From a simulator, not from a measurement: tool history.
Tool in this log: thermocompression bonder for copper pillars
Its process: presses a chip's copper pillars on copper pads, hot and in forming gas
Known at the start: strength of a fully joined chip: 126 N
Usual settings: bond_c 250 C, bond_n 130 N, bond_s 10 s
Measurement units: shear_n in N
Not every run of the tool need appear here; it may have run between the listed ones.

run	day	bond_c	bond_n	bond_s	shear_n
1	0	250	130	10	83.8
# day 0.275: force cell calibrated
2	1.092	250	130	10	83.8
3	1.867	250	130	10	83.6
4	3.225	250	130	10	83.5
5	4.433	250	130	6	72.8
6	5.642	250	130	10	83.6
7	6.892	274	130	10	101.7
8	8.183	258	130	10	90.4
9	9.362	250	130	10	84
# day 9.467: forming gas filter changed
10	10.242	250	130	10	84.6
11	11.108	250	130	13	91.2
12	11.792	250	130	13	90.2
13	12.788	254	130	10	88.1
14	13.9	244	130	10	80.1
15	14.5	244	130	10	80
16	15.275	244	130	10	79.9
17	15.95	244	130	10	80.5
18	16.579	250	130	10	85.4
19	17.733	224	130	10	63.3
20	18.771	224	130	10	63.7
21	19.608	224	130	10	62.8
22	20.733	224	130	10	63.6
23	21.45	263	130	7	87.8
24	22.304	221	165	17	82.2
25	23.588	221	165	17	81.9
26	24.875	229	89	27	76.9
27	26.225	229	89	27	77.2
28	27.096	268	130	7	91.1
# day 27.45: forming gas filter changed
29	28.017	250	158	10	93
# day 28.212: gauge calibrated
30	29.442	259	158	16	107.1
31	30.662	257	158	16	106.1
32	31.767	273	82	7	76
33	32.362	248	188	10	96
34	33.375	250	188	10	97
35	34.258	250	188	10	97.4

Forecast each of these 5 alternatives for the next run:
A	35.725	250	85	6	?
B	35.725	265	188	6	?
C	35.725	266	135	10	?
D	35.725	250	134	17	?
E	35.725	232	129	5	?

run	shear_n
A	57.6
B	97.2
C	97.3
D	97.2
E	54
Stripped of hidden state, with their random variation kept, the same runs would have yielded:
run	shear_n
A	57.1
B	96.3
C	96.5
D	96.4
E	53.5
